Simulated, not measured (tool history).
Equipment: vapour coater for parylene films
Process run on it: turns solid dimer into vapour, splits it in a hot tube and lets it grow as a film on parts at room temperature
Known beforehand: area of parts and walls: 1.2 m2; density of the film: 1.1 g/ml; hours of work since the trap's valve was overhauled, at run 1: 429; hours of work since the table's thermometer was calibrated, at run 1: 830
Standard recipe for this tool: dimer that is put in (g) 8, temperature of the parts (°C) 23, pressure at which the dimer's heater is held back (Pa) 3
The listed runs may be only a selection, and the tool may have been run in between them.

run	hour	dimer that is put in (g)	temperature of the parts (°C)	pressure at which the dimer's heater is held back (Pa)	hours of work since the trap's valve was overhauled	hours of work since the table's thermometer was calibrated	thickness of the film (µm)
1	0	8	23	3	429	830	3.73
2	45.3	8	23	2.24	448	849	3.81
3	73.8	8	23	3	460	860	3.73
# hour 115.4: trap's valve overhauled
4	129.4	8	23	3	6	882	4.17
5	177	8	23	3	26	902	4.15
6	225	8	23	3	46	922	4.09
7	249.7	8	23	3	56	932	4.16
8	299.8	8	23	3	77	953	4.04
9	344.8	8	23	3	96	972	4.04
10	381.1	8	23	3	111	987	4.05
11	424.5	8	23	2.22	129	1005	4.18
12	456.2	8	23	2.22	142	1018	4.13
13	489.2	8	23	2.22	156	1032	4.08
14	517.5	8	23	2.22	168	1044	4.06
15	562.9	8	23	2.22	187	1063	4.07
16	594.1	8	23	2.22	200	1076	4.09
17	643.6	8	23	2.22	220	1096	4.07

Run 18 is up next; what results do you expect?
18	666.5	6	23	3	230	1106	?

Run 18 yielded thickness of the film (µm) 2.99.
On a tool with no hidden condition, and with the same random variation, this run would have come out at thickness of the film (µm) 3.2.
